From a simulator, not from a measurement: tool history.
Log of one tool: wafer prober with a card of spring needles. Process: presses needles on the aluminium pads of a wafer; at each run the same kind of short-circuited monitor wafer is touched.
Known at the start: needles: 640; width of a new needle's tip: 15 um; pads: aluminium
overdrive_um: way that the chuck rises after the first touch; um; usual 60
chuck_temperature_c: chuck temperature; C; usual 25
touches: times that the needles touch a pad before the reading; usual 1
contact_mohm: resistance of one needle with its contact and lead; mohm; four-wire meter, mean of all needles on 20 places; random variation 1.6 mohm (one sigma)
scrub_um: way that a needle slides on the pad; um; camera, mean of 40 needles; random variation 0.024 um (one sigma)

run   hour  overdrive_um  chuck_temperature_c  touches  contact_mohm  scrub_um
  1    0.0            60                   25        1           154      8.79
      19.2  -- tips cleaned on abrasive film
      37.9  -- tips cleaned on abrasive film
  2   37.9            60                   25        1           157      8.78
      57.5  -- tips cleaned on abrasive film
  3   61.3            43                   25        1           159      6.28
      76.6  -- tips cleaned on abrasive film
  4   87.1            43                   25        1           162      6.33
      95.0  -- tips cleaned on abrasive film
     116.5  -- tips cleaned on abrasive film
     129.5  -- height of the first contact set anew
     138.5  -- tips cleaned on abrasive film
  5  139.9            43                   25        1           161      6.29
     159.9  -- tips cleaned on abrasive film
  6  170.7            43                   25        1           159      6.29
     178.4  -- tips cleaned on abrasive film
  7  195.9            63                   38        3           156      9.22
     199.0  -- tips cleaned on abrasive film
     218.2  -- tips cleaned on abrasive film
     238.4  -- tips cleaned on abrasive film
  8  248.1            63                   38        3           156      9.26
     259.9  -- tips cleaned on abrasive film
     279.6  -- tips cleaned on abrasive film
  9  291.1            44                   36        2           165      6.47

The next listed run, before its measurement:
     299.2  -- tips cleaned on abrasive film
     318.5  -- tips cleaned on abrasive film
 10  334.5            76                   95        1             ?         ?

Run 10 gave contact_mohm 165 mohm, scrub_um 11.12 um.
Without the tool's hidden state the same run would have given contact_mohm 165 mohm, scrub_um 11.06 um.
